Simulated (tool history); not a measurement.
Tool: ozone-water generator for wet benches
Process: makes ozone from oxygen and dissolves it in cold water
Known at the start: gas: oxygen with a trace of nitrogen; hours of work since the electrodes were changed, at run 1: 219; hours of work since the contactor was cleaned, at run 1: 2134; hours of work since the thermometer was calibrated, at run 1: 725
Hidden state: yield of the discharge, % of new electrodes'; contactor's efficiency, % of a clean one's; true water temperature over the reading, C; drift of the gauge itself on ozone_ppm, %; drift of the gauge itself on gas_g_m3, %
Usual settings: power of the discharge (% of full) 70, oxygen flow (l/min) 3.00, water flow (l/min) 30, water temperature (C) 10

run	day	power of the discharge (% of full)	oxygen flow (l/min)	water flow (l/min)	water temperature (C)	hours of work since the electrodes were changed	hours of work since the contactor was cleaned	hours of work since the thermometer was calibrated	dissolved ozone (ppm)	ozone in the gas ahead of the water (g/m3)
1	0.000	70	3.00	30	10	219	2134	725	11.2	238.9
2	2.333	70	3.00	27	10	259	2174	765	12.5	239.9
3	3.792	70	3.00	27	10	285	2199	790	12.2	238.7
4	5.246	70	3.00	27	10	310	2224	815	12.2	239.7
5	7.162	70	3.00	27	10	343	2257	849	12.3	238.3
6	9.954	70	3.00	27	10	391	2306	897	12.4	239.0
7	11.408	70	3.00	27	9	416	2331	922	12.3	239.0
8	14.033	70	3.00	30	13	462	2376	967	11.0	238.4
9	15.967	70	2.05	30	10	495	2410	1001	9.2	268.5
10	19.058	70	3.00	30	17	549	2463	1054	10.5	236.3
11	20.896	70	3.00	30	10	580	2495	1086	10.9	238.2
12	22.325	70	3.00	30	10	605	2520	1111	10.9	239.7
13	25.675	70	3.00	30	10	663	2577	1169	11.0	234.3
14	27.454	70	3.00	30	10	694	2608	1199	11.0	236.5
15	28.896	49	3.60	20	10	719	2633	1224	12.9	164.2
16	30.658	49	3.60	30	10	749	2664	1255	8.8	161.9
# day 30.896: water thermometer calibrated
17	34.117	52	1.66	30	5	808	2723	56	6.4	221.4
18	37.167	52	1.66	30	5	861	2776	108	6.3	221.6
19	39.992	52	1.66	30	5	910	2825	157	6.4	220.8
20	42.888	52	3.50	28	9	960	2875	207	9.5	173.1
21	44.792	81	3.25	41	15	993	2908	240	9.0	261.6
# day 46.754: water thermometer calibrated, once more
22	46.971	81	3.25	41	15	1030	2945	4	9.0	260.6
23	50.121	81	3.25	41	15	1085	2999	58	9.1	258.8
24	51.862	65	3.25	41	11	1115	3030	88	7.7	215.3
25	54.796	51	3.16	30	10	1166	3080	139	8.5	175.6
26	58.162	68	3.58	30	14	1224	3138	197	11.1	215.0
27	60.658	99	4.39	30	6	1267	3182	240	17.8	275.6
28	62.929	70	3.00	20	10	1306	3221	280	15.8	232.3

3 ways to go on from here, each from the tool as it stands after run 28. What would each give?
A	64.721	70	1.89	47	7	1337	3252	311	?	?
B	64.721	55	5.27	37	10	1337	3252	311	?	?
C	64.721	70	4.68	20	10	1337	3252	311	?	?

run	dissolved ozone (ppm)	ozone in the gas ahead of the water (g/m3)
A	5.2	270.2
B	9.3	159.5
C	18.6	202.2
Without the tool's hidden state the same runs would have given:
run	dissolved ozone (ppm)	ozone in the gas ahead of the water (g/m3)
A	5.6	280.5
B	9.8	164.3
C	19.8	209.8
